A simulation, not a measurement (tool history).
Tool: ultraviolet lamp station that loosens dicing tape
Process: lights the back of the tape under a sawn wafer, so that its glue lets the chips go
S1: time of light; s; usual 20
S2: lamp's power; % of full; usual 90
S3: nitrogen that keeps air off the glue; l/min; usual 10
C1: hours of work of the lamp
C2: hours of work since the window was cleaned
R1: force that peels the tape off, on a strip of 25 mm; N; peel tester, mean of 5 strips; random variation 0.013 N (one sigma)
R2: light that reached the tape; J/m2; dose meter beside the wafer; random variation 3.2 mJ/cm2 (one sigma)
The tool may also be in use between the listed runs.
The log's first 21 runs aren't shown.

{"run": 22, "hour": 217.7, "S1": 20, "S2": 90, "S3": 10, "C1": 275, "C2": 323, "R1": 0.824, "R2": 4400}
{"run": 23, "hour": 234.1, "S1": 24, "S2": 63, "S3": 10, "C1": 286, "C2": 335, "R1": 1.142, "R2": 3630}
{"run": 24, "hour": 247.9, "S1": 24, "S2": 63, "S3": 10, "C1": 296, "C2": 345, "R1": 1.188, "R2": 3730}
{"run": 25, "hour": 254.9, "S1": 24, "S2": 63, "S3": 10, "C1": 301, "C2": 350, "R1": 1.137, "R2": 3670}
{"run": 26, "hour": 264.6, "S1": 11, "S2": 63, "S3": 4, "C1": 308, "C2": 357, "R1": 4.051, "R2": 1670}
{"run": 27, "hour": 274.9, "S1": 17, "S2": 61, "S3": 10, "C1": 315, "C2": 364, "R1": 2.14, "R2": 2470}
{"run": 28, "hour": 282.0, "S1": 25, "S2": 72, "S3": 7, "C1": 320, "C2": 369, "R1": 1.033, "R2": 4360}
{"run": 29, "hour": 293.7, "S1": 25, "S2": 72, "S3": 7, "C1": 328, "C2": 377, "R1": 1.112, "R2": 4330}
{"run": 30, "hour": 307.3, "S1": 11, "S2": 90, "S3": 10, "C1": 338, "C2": 387, "R1": 2.251, "R2": 2320}
{"run": 31, "hour": 320.4, "S1": 12, "S2": 94, "S3": 13, "C1": 347, "C2": 396, "R1": 1.719, "R2": 2690}
{"run": 32, "hour": 329.7, "S1": 34, "S2": 99, "S3": 12, "C1": 354, "C2": 403, "R1": 0.169, "R2": 7930}
{"run": 33, "hour": 342.1, "S1": 36, "S2": 74, "S3": 6, "C1": 363, "C2": 412, "R1": 0.553, "R2": 6200}
{"run": 34, "hour": 357.2, "S1": 20, "S2": 89, "S3": 7, "C1": 374, "C2": 422, "R1": 1.182, "R2": 4140}
{"run": 35, "hour": 369.2, "S1": 28, "S2": 89, "S3": 7, "C1": 382, "C2": 431, "R1": 0.589, "R2": 5810}
{"run": 36, "hour": 377.2, "S1": 20, "S2": 90, "S3": 4, "C1": 388, "C2": 437, "R1": 1.533, "R2": 4160}
{"run": 37, "hour": 389.0, "S1": 20, "S2": 91, "S3": 4, "C1": 396, "C2": 445, "R1": 1.605, "R2": 4210}
{"run": 38, "hour": 396.8, "S1": 32, "S2": 92, "S3": 10, "C1": 402, "C2": 451, "R1": 0.294, "R2": 6820}
{"run": 39, "hour": 414.0, "S1": 32, "S2": 92, "S3": 10, "C1": 414, "C2": 463, "R1": 0.313, "R2": 6750}
{"run": 40, "hour": 430.5, "S1": 37, "S2": 92, "S3": 16, "C1": 426, "C2": 475, "R1": 0.156, "R2": 7650}
{"run": 41, "hour": 443.7, "S1": 16, "S2": 92, "S3": 13, "C1": 435, "C2": 484, "R1": 1.215, "R2": 3340}
{"run": 42, "hour": 457.9, "S1": 15, "S2": 61, "S3": 6, "C1": 445, "C2": 494, "R1": 3.138, "R2": 2040}
{"run": 43, "hour": 466.5, "S1": 15, "S2": 61, "S3": 6, "C1": 451, "C2": 500, "R1": 3.077, "R2": 2030}

Forecast each of these 3 alternatives for the next run:
{"run": "A", "hour": 474.6, "S1": 15, "S2": 94, "S3": 6, "C1": 457, "C2": 506, "R1": "?", "R2": "?"}
{"run": "B", "hour": 474.6, "S1": 15, "S2": 61, "S3": 8, "C1": 457, "C2": 506, "R1": "?", "R2": "?"}
{"run": "C", "hour": 474.6, "S1": 27, "S2": 73, "S3": 6, "C1": 457, "C2": 506, "R1": "?", "R2": "?"}

run=A R1=1.925 R2=3140
run=B R1=2.811 R2=2020
run=C R1=1.165 R2=4410
Without the tool's hidden state the same runs would have given:
run=A R1=1.336 R2=4010
run=B R1=2.157 R2=2580
run=C R1=0.718 R2=5620
